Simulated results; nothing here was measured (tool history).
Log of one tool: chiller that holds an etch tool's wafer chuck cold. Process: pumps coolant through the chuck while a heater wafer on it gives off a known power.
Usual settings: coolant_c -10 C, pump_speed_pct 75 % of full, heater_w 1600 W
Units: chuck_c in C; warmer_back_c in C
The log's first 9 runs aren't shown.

| run | day | coolant_c | pump_speed_pct | heater_w | hours since the coolant was changed and the channels were flushed | hours since the pump was overhauled | hours since the chiller's thermometer was calibrated | chuck_c | warmer_back_c |
|---|---|---|---|---|---|---|---|---|---|
| 10 | 41.850 | -10 | 75 | 1600 | 2210 | 3862 | 2357 | 4.9 | 6.35 |
| 11 | 44.238 | -10 | 75 | 1600 | 2268 | 3920 | 2415 | 5.0 | 6.43 |
| 12 | 48.025 | -9 | 75 | 1600 | 2358 | 4010 | 2506 | 6.1 | 6.51 |
| 13 | 52.025 | -9 | 75 | 1600 | 2454 | 4106 | 2602 | 6.3 | 6.49 |
| 14 | 56.917 | -10 | 75 | 1545 | 2572 | 4224 | 2719 | 4.4 | 6.26 |
| 15 | 61.225 | -10 | 75 | 1600 | 2675 | 4327 | 2822 | 5.3 | 6.49 |
| 16 | 64.996 | -10 | 67 | 1600 | 2766 | 4418 | 2913 | 6.5 | 7.35 |
| 17 | 68.475 | -10 | 67 | 1600 | 2849 | 4501 | 2996 | 6.4 | 7.31 |
| 18 | 73.208 | -10 | 75 | 2104 | 2963 | 4615 | 3110 | 10.1 | 8.61 |
| 19 | 76.788 | -10 | 75 | 2104 | 3049 | 4701 | 3196 | 10.3 | 8.63 |
| 20 | 82.492 | -10 | 78 | 1148 | 3186 | 4838 | 3333 | 0.7 | 4.51 |
| 21 | 85.212 | -10 | 74 | 829 | 3251 | 4903 | 3398 | -2.1 | 3.48 |
| 22 | 90.058 | -7 | 62 | 1215 | 3367 | 5019 | 3514 | 6.5 | 6.11 |
| 23 | 92.617 | -7 | 76 | 1861 | 3429 | 5081 | 3576 | 10.8 | 7.57 |
| 24 | 97.529 | -7 | 69 | 1040 | 3547 | 5199 | 3694 | 3.8 | 4.66 |
| 25 | 100.738 | -7 | 69 | 1040 | 3624 | 5276 | 3771 | 3.8 | 4.66 |

The next listed run, before its measurement:
| 26 | 105.700 | -7 | 69 | 1040 | 3743 | 5395 | 3890 | ? | ? |

{"run 26": {"chuck_c": 3.7, "warmer_back_c": 4.66}}
Without the tool's hidden state the same run would have given chuck_c 2.6 C, warmer_back_c 4.20 C.
